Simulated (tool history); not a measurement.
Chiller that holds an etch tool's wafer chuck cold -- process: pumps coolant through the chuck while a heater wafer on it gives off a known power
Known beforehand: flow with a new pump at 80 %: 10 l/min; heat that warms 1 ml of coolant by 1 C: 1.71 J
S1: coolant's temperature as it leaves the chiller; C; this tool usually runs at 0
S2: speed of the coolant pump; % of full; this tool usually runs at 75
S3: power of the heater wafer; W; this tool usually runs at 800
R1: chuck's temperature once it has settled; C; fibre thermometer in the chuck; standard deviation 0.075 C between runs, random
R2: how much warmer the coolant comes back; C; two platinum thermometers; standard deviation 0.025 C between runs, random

run	day	S1	S2	S3	R1	R2
1	0	0	75	800	5.79	2.98
2	5.896	0	75	800	5.79	3
3	12.658	0	75	800	5.72	3.02
4	17.708	0	75	800	5.75	2.99
5	22.058	0	75	638	4.66	2.4
6	26.012	0	75	638	4.8	2.37
7	33.525	0	83	800	5.32	2.7
8	37.975	0	75	800	5.99	3
9	41.779	0	75	800	5.92	3
10	49.942	0	75	800	5.97	3.04
11	54.854	0	75	800	5.97	3.01
12	61.725	0	75	800	6.04	3.04
13	68.104	0	75	800	5.98	2.96
14	75.258	0	75	677	5.04	2.51
15	80	3	75	800	8.91	3.03
# day 86.121: chiller's thermometer calibrated
16	87.562	3	75	800	9.05	3.07
17	92.562	3	75	800	8.92	3.03
18	101.1	-7	73	1151	1.86	4.46
19	107.396	-6	65	627	-0.58	2.74
20	114.208	-5	92	990	1.37	2.95
21	120.271	-5	92	990	1.31	2.99
22	124.75	-5	92	990	1.35	3.04
# day 127.829: gauge calibrated
23	132.733	4	75	992	11.08	3.77
24	141.008	-5	73	490	-1.39	1.91
25	145.904	-5	90	490	-2.05	1.49
26	149.975	-7	99	1193	-0.09	3.34
27	153.704	-1	67	800	5.41	3.4
28	159.288	-1	67	800	5.36	3.39
29	167.5	-7	70	864	-0.36	3.48
# day 173.183: chiller's thermometer calibrated
30	174.642	6	97	800	10.89	2.3
31	179.104	4	75	518	7.97	1.98
32	184.629	-7	68	518	-2.78	2.2

Some steps in R1, run to run, broken into two amounts with sign: the step expected even without the hidden condition (settings, incoming material, random variation), and the rest, left for the hidden condition together with whatever gauge scatter is not in both the measured and the hidden-condition-free result:
The tool's hidden condition here consists of: heat passed by the chuck's channels, % of clean ones'; flow at a given pump speed, % of a new pump's; coolant's true temperature over the reading, C; drift of the gauge itself on chuck_c, C; drift of the gauge itself on warmer_back_c, C.
Run 6 -> 7: S2 75 -> 83, S3 638 -> 800. R1 +0.52 C: hidden state +0.03, all else +0.49.
Run 17 -> 18: S1 3 -> -7, S2 75 -> 73, S3 800 -> 1151. R1 -7.06 C: hidden state +0.04, all else -7.1.
Run 22 -> 23: S1 -5 -> 4, S2 92 -> 75, S3 990 -> 992, gauge calibrated. R1 +9.73 C: hidden state -0.37, all else +10.1.
Run 23 -> 24: S1 4 -> -5, S2 75 -> 73, S3 992 -> 490. R1 -12.47 C: hidden state +0.02, all else -12.49.
Run 29 -> 30: S1 -7 -> 6, S2 70 -> 97, S3 864 -> 800, chiller's thermometer calibrated. R1 +11.25 C: hidden state +0.02, all else +11.23.
Run 31 -> 32: S1 4 -> -7, S2 75 -> 68. R1 -10.75 C: hidden state +0.01, all else -10.76.
